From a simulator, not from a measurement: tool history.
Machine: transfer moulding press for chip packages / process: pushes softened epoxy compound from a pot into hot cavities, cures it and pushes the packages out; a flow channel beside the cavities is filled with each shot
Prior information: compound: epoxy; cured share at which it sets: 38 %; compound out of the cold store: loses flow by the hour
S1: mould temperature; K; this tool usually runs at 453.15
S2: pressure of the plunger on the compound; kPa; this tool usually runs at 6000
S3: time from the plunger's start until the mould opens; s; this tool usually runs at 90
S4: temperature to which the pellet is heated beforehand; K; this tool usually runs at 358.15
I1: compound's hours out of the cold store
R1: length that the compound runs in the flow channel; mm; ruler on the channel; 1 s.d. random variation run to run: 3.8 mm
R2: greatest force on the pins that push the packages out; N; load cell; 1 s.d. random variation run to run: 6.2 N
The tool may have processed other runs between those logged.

run 1 hour=0 | S1=453.15 S2=6000 S3=90 S4=358.15 | I1=23.2 | R1=771 R2=300
run 2 hour=29.3 | S1=453.15 S2=6000 S3=90 S4=358.15 | I1=18.8 | R1=788 R2=302
run 3 hour=59.8 | S1=453.15 S2=6000 S3=100 S4=358.15 | I1=20.6 | R1=775 R2=281
run 4 hour=88.8 | S1=453.15 S2=6000 S3=100 S4=358.15 | I1=22.7 | R1=772 R2=280
run 5 hour=143.1 | S1=453.15 S2=6000 S3=100 S4=358.15 | I1=20.1 | R1=781 R2=280
run 6 hour=201.6 | S1=453.15 S2=6000 S3=100 S4=358.15 | I1=10.3 | R1=822 R2=272
run 7 hour=224.2 | S1=453.15 S2=6000 S3=100 S4=358.15 | I1=31.4 | R1=741 R2=281
run 8 hour=248.9 | S1=453.15 S2=6000 S3=100 S4=358.15 | I1=11.9 | R1=809 R2=301
run 9 hour=280.6 | S1=453.15 S2=6000 S3=100 S4=358.15 | I1=15.1 | R1=804 R2=284
run 10 hour=330.5 | S1=454.15 S2=6000 S3=90 S4=358.15 | I1=29.8 | R1=740 R2=294
run 11 hour=368.1 | S1=453.15 S2=4650 S3=90 S4=358.15 | I1=35.5 | R1=635 R2=289
run 12 hour=399.2 | S1=453.15 S2=6000 S3=90 S4=358.15 | I1=40.5 | R1=709 R2=293
run 13 hour=451.3 | S1=453.15 S2=6000 S3=90 S4=358.15 | I1=39.3 | R1=713 R2=299
run 14 hour=503.7 | S1=452.15 S2=7070 S3=115 S4=351.15 | I1=14.5 | R1=876 R2=266
run 15 hour=529.6 | S1=452.15 S2=7070 S3=115 S4=351.15 | I1=10.1 | R1=894 R2=282
run 16 hour=563.7 | S1=459.15 S2=6000 S3=90 S4=348.15 | I1=8 | R1=825 R2=276
run 17 hour=606.7 | S1=459.15 S2=6000 S3=90 S4=348.15 | I1=16.2 | R1=788 R2=269
run 18 hour=650 | S1=453.15 S2=4620 S3=116 S4=358.15 | I1=22.6 | R1=677 R2=259
run 19 hour=699.5 | S1=451.15 S2=5680 S3=112 S4=362.15 | I1=29.4 | R1=724 R2=273
run 20 hour=739.2 | S1=451.15 S2=5680 S3=112 S4=362.15 | I1=32.3 | R1=716 R2=270
run 21 hour=770.8 | S1=451.15 S2=5680 S3=112 S4=362.15 | I1=20.6 | R1=764 R2=267
run 22 hour=808.8 | S1=458.15 S2=6000 S3=90 S4=358.15 | I1=42.5 | R1=687 R2=269
run 23 hour=844.4 | S1=448.15 S2=6000 S3=90 S4=356.15 | I1=33 | R1=739 R2=360
run 24 hour=869.6 | S1=453.15 S2=5210 S3=90 S4=366.15 | I1=27.7 | R1=700 R2=301
run 25 hour=908.1 | S1=448.15 S2=5200 S3=73 S4=356.15 | I1=24.7 | R1=722 R2=544
run 26 hour=943.3 | S1=446.15 S2=5570 S3=112 S4=351.15 | I1=16.8 | R1=790 R2=313

Withheld: 26 entries from between the runs. Position of each, and hidden state at the listed run before versus the listed run after:
Runs 1 to 2: cavities cleaned with cleaning compound and waxed (hour 16.9)
  pressure that reaches the compound, % of what is set: 99.9 -> 99.88; grip of the stained cavities, % over clean ones': 0.4 -> 0.2
Runs 2 to 3: cavities cleaned with cleaning compound and waxed (hour 59.8)
  pressure that reaches the compound, % of what is set: 99.88 -> 99.87; grip of the stained cavities, % over clean ones': 0.2 -> 0
Runs 4 to 5: cavities cleaned with cleaning compound and waxed (hour 103.7)
  pressure that reaches the compound, % of what is set: 99.86 -> 99.83
Runs 5 to 6: cavities cleaned with cleaning compound and waxed (hour 148.7); cavities cleaned with cleaning compound and waxed (hour 193)
  pressure that reaches the compound, % of what is set: 99.83 -> 99.81; grip of the stained cavities, % over clean ones': 0.5 -> 0.2
Runs 7 to 8: cavities cleaned with cleaning compound and waxed (hour 236.6)
  true mould temperature over the reading, C: 0 -> -0.01; pressure that reaches the compound, % of what is set: 99.8 -> 99.79; grip of the stained cavities, % over clean ones': 0.5 -> 0.3
Runs 8 to 9: cavities cleaned with cleaning compound and waxed (hour 280.6)
  pressure that reaches the compound, % of what is set: 99.79 -> 99.77; grip of the stained cavities, % over clean ones': 0.3 -> 0
Runs 9 to 10: plunger's sealing rings changed (hour 318.6); cavities cleaned with cleaning compound and waxed (hour 328)
  pressure that reaches the compound, % of what is set: 99.77 -> 99.99; grip of the stained cavities, % over clean ones': 0 -> 0.1
Runs 10 to 11: mould's thermocouples calibrated (hour 336)
  true mould temperature over the reading, C: -0.01 -> 0; pressure that reaches the compound, % of what is set: 99.99 -> 99.97; grip of the stained cavities, % over clean ones': 0.1 -> 0.5
Runs 11 to 12: cavities cleaned with cleaning compound and waxed (hour 372.6)
  pressure that reaches the compound, % of what is set: 99.97 -> 99.96; grip of the stained cavities, % over clean ones': 0.5 -> 0.4
Runs 12 to 13: cavities cleaned with cleaning compound and waxed (hour 415.3)
  pressure that reaches the compound, % of what is set: 99.96 -> 99.93; grip of the stained cavities, % over clean ones': 0.4 -> 0.5
Runs 13 to 14: cavities cleaned with cleaning compound and waxed (hour 458.1); cavities cleaned with cleaning compound and waxed (hour 499.7)
  pressure that reaches the compound, % of what is set: 99.93 -> 99.91; grip of the stained cavities, % over clean ones': 0.5 -> 0.1
Runs 15 to 16: cavities cleaned with cleaning compound and waxed (hour 541.5)
  pressure that reaches the compound, % of what is set: 99.9 -> 99.89
Runs 16 to 17: cavities cleaned with cleaning compound and waxed (hour 585.9)
  pressure that reaches the compound, % of what is set: 99.89 -> 99.87; grip of the stained cavities, % over clean ones': 0.4 -> 0.3
Runs 17 to 18: cavities cleaned with cleaning compound and waxed (hour 632.3)
  pressure that reaches the compound, % of what is set: 99.87 -> 99.85
Runs 18 to 19: cavities cleaned with cleaning compound and waxed (hour 675)
  pressure that reaches the compound, % of what is set: 99.85 -> 99.83; grip of the stained cavities, % over clean ones': 0.3 -> 0.4
Runs 19 to 20: cavities cleaned with cleaning compound and waxed (hour 720.5)
  pressure that reaches the compound, % of what is set: 99.83 -> 99.81; grip of the stained cavities, % over clean ones': 0.4 -> 0.3
Runs 20 to 21: cavities cleaned with cleaning compound and waxed (hour 763.5)
  pressure that reaches the compound, % of what is set: 99.81 -> 99.79; grip of the stained cavities, % over clean ones': 0.3 -> 0.2
Runs 21 to 22: cavities cleaned with cleaning compound and waxed (hour 807.1)
  pressure that reaches the compound, % of what is set: 99.79 -> 99.78; grip of the stained cavities, % over clean ones': 0.2 -> 0.1
Runs 23 to 24: cavities cleaned with cleaning compound and waxed (hour 850.9)
  pressure that reaches the compound, % of what is set: 99.76 -> 99.75; grip of the stained cavities, % over clean ones': 0.5 -> 0.3
Runs 24 to 25: plunger's sealing rings changed (hour 885.3); cavities cleaned with cleaning compound and waxed (hour 898.7); mould's thermocouples calibrated (hour 907.6)
  pressure that reaches the compound, % of what is set: 99.75 -> 99.99; grip of the stained cavities, % over clean ones': 0.3 -> 0.2
Runs 25 to 26: cavities cleaned with cleaning compound and waxed (hour 942.2)
  pressure that reaches the compound, % of what is set: 99.99 -> 99.97; grip of the stained cavities, % over clean ones': 0.2 -> 0
